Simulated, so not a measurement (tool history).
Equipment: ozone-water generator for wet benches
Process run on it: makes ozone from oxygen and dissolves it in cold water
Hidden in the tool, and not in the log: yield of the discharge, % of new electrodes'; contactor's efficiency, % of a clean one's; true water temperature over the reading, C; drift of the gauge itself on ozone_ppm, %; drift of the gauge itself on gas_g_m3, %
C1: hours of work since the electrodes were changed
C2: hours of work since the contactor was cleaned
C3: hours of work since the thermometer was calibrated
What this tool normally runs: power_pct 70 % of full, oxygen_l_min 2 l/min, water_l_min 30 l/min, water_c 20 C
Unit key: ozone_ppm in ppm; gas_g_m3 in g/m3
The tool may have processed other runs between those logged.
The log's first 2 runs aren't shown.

{"run": 3, "day": 2.858, "power_pct": 70, "oxygen_l_min": 2, "water_l_min": 35, "water_c": 20, "C1": 855, "C2": 6222, "C3": 1143, "ozone_ppm": 4.21, "gas_g_m3": 176.2}
{"run": 4, "day": 3.796, "power_pct": 70, "oxygen_l_min": 2, "water_l_min": 35, "water_c": 20, "C1": 875, "C2": 6243, "C3": 1163, "ozone_ppm": 4.39, "gas_g_m3": 176.8}
{"run": 5, "day": 5.029, "power_pct": 73, "oxygen_l_min": 2, "water_l_min": 30, "water_c": 20, "C1": 903, "C2": 6270, "C3": 1191, "ozone_ppm": 5.44, "gas_g_m3": 182.5}
{"run": 6, "day": 6.538, "power_pct": 70, "oxygen_l_min": 2, "water_l_min": 30, "water_c": 20, "C1": 936, "C2": 6304, "C3": 1224, "ozone_ppm": 5.15, "gas_g_m3": 176}
{"run": 7, "day": 8.204, "power_pct": 70, "oxygen_l_min": 2, "water_l_min": 30, "water_c": 20, "C1": 973, "C2": 6340, "C3": 1261, "ozone_ppm": 5.31, "gas_g_m3": 177.6}
{"run": 8, "day": 9.029, "power_pct": 70, "oxygen_l_min": 2, "water_l_min": 30, "water_c": 20, "C1": 991, "C2": 6359, "C3": 1280, "ozone_ppm": 5.25, "gas_g_m3": 175.9}
{"day": 10.417, "done": "contactor cleaned"}
{"run": 9, "day": 10.508, "power_pct": 58, "oxygen_l_min": 2, "water_l_min": 30, "water_c": 20, "C1": 1021, "C2": 2, "C3": 1309, "ozone_ppm": 4.44, "gas_g_m3": 148.9}
{"run": 10, "day": 11.208, "power_pct": 58, "oxygen_l_min": 2, "water_l_min": 30, "water_c": 20, "C1": 1036, "C2": 18, "C3": 1324, "ozone_ppm": 4.67, "gas_g_m3": 150.5}
{"run": 11, "day": 12.171, "power_pct": 70, "oxygen_l_min": 2, "water_l_min": 30, "water_c": 20, "C1": 1057, "C2": 39, "C3": 1346, "ozone_ppm": 5.23, "gas_g_m3": 175.6}
{"run": 12, "day": 13.7, "power_pct": 70, "oxygen_l_min": 2, "water_l_min": 30, "water_c": 20, "C1": 1091, "C2": 73, "C3": 1379, "ozone_ppm": 5.17, "gas_g_m3": 176.4}
{"run": 13, "day": 14.596, "power_pct": 70, "oxygen_l_min": 2, "water_l_min": 30, "water_c": 20, "C1": 1111, "C2": 93, "C3": 1399, "ozone_ppm": 5.22, "gas_g_m3": 177.1}
{"run": 14, "day": 15.962, "power_pct": 70, "oxygen_l_min": 2, "water_l_min": 30, "water_c": 20, "C1": 1142, "C2": 123, "C3": 1430, "ozone_ppm": 5.37, "gas_g_m3": 175.1}
{"run": 15, "day": 17.658, "power_pct": 70, "oxygen_l_min": 2, "water_l_min": 30, "water_c": 20, "C1": 1179, "C2": 161, "C3": 1467, "ozone_ppm": 5.26, "gas_g_m3": 176.1}
{"run": 16, "day": 18.438, "power_pct": 70, "oxygen_l_min": 2, "water_l_min": 30, "water_c": 20, "C1": 1196, "C2": 178, "C3": 1485, "ozone_ppm": 5.32, "gas_g_m3": 174.9}
{"run": 17, "day": 19.933, "power_pct": 70, "oxygen_l_min": 2, "water_l_min": 30, "water_c": 20, "C1": 1230, "C2": 211, "C3": 1518, "ozone_ppm": 5.32, "gas_g_m3": 177.1}
{"run": 18, "day": 20.917, "power_pct": 70, "oxygen_l_min": 1.76, "water_l_min": 30, "water_c": 12, "C1": 1251, "C2": 233, "C3": 1540, "ozone_ppm": 5.24, "gas_g_m3": 186.4}
{"run": 19, "day": 21.962, "power_pct": 70, "oxygen_l_min": 1.76, "water_l_min": 30, "water_c": 22, "C1": 1275, "C2": 256, "C3": 1563, "ozone_ppm": 5.15, "gas_g_m3": 187.4}
{"run": 20, "day": 22.754, "power_pct": 70, "oxygen_l_min": 1.76, "water_l_min": 30, "water_c": 22, "C1": 1292, "C2": 274, "C3": 1580, "ozone_ppm": 4.95, "gas_g_m3": 187.8}
{"run": 21, "day": 24.071, "power_pct": 70, "oxygen_l_min": 1.12, "water_l_min": 22, "water_c": 22, "C1": 1321, "C2": 303, "C3": 1610, "ozone_ppm": 6.19, "gas_g_m3": 235.1}
{"run": 22, "day": 25.004, "power_pct": 70, "oxygen_l_min": 2, "water_l_min": 30, "water_c": 14, "C1": 1342, "C2": 324, "C3": 1630, "ozone_ppm": 5.5, "gas_g_m3": 175.4}
{"run": 23, "day": 26.154, "power_pct": 70, "oxygen_l_min": 2, "water_l_min": 30, "water_c": 14, "C1": 1368, "C2": 349, "C3": 1656, "ozone_ppm": 5.49, "gas_g_m3": 176.3}
{"run": 24, "day": 27.325, "power_pct": 45, "oxygen_l_min": 1.16, "water_l_min": 30, "water_c": 17, "C1": 1394, "C2": 375, "C3": 1682, "ozone_ppm": 2.85, "gas_g_m3": 155.8}
{"run": 25, "day": 28.946, "power_pct": 45, "oxygen_l_min": 1.16, "water_l_min": 30, "water_c": 17, "C1": 1430, "C2": 411, "C3": 1718, "ozone_ppm": 2.99, "gas_g_m3": 155.9}
{"run": 26, "day": 29.792, "power_pct": 70, "oxygen_l_min": 1.74, "water_l_min": 41, "water_c": 13, "C1": 1448, "C2": 430, "C3": 1737, "ozone_ppm": 3.4, "gas_g_m3": 188.6}
{"run": 27, "day": 31.175, "power_pct": 70, "oxygen_l_min": 1.74, "water_l_min": 41, "water_c": 13, "C1": 1479, "C2": 461, "C3": 1767, "ozone_ppm": 3.57, "gas_g_m3": 188.8}

Expected results for the next run?
{"run": 28, "day": 32.238, "power_pct": 70, "oxygen_l_min": 1.74, "water_l_min": 41, "water_c": 13, "C1": 1503, "C2": 484, "C3": 1791, "ozone_ppm": "?", "gas_g_m3": "?"}

{"run 28": {"ozone_ppm": 3.46, "gas_g_m3": 186.9}}
Had the tool carried no hidden state, the very same run would have given ozone_ppm 3.46 ppm, gas_g_m3 187 g/m3.
